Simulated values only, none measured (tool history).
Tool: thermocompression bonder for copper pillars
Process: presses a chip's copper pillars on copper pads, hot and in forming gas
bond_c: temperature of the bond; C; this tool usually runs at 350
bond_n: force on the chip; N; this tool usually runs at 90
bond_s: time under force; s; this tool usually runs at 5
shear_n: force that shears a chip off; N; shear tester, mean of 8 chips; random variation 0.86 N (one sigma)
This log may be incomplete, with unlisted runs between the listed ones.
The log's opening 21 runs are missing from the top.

run   hour  bond_c  bond_n  bond_s  shear_n
 22    430     346      75      13     77.9
 23  445.9     324     132      13       91
 24  467.4     351     132       9     99.9
 25  480.8     351     132       9     99.2
 26  502.3     351     106      13     97.6
 27  523.3     350      90       5     72.1
 28  535.7     350      90       5     70.3
 29  564.3     350      90      15     90.3
     573.6  -- forming gas filter changed
 30  592.7     350      59       3     40.3
 31    615     320      90       5     50.8
 32    632     321      90       3     41.3
 33  659.4     352      89       4     66.3
 34  686.5     352      89       4     65.2
 35  700.2     352      89       3     60.7
 36  717.1     352      89       3     60.7

Consider 5 possible next runs. They are alternatives, not a sequence: every one starts from the tool as it was left by run 36. What does each give?
  A  738.2     341      90       4        ?
  B  738.2     332      66       4        ?
  C  738.2     339      89       3        ?
  D  738.2     338      80      10        ?
  E  738.2     369     134      10        ?

run  shear_n
  A       59
  B     40.1
  C       52
  D     69.4
  E    108.7
With the hidden condition removed and each run's random variation left untouched, the same runs would have given:
run  shear_n
  A     59.2
  B     40.2
  C     52.2
  D     69.6
  E    108.9

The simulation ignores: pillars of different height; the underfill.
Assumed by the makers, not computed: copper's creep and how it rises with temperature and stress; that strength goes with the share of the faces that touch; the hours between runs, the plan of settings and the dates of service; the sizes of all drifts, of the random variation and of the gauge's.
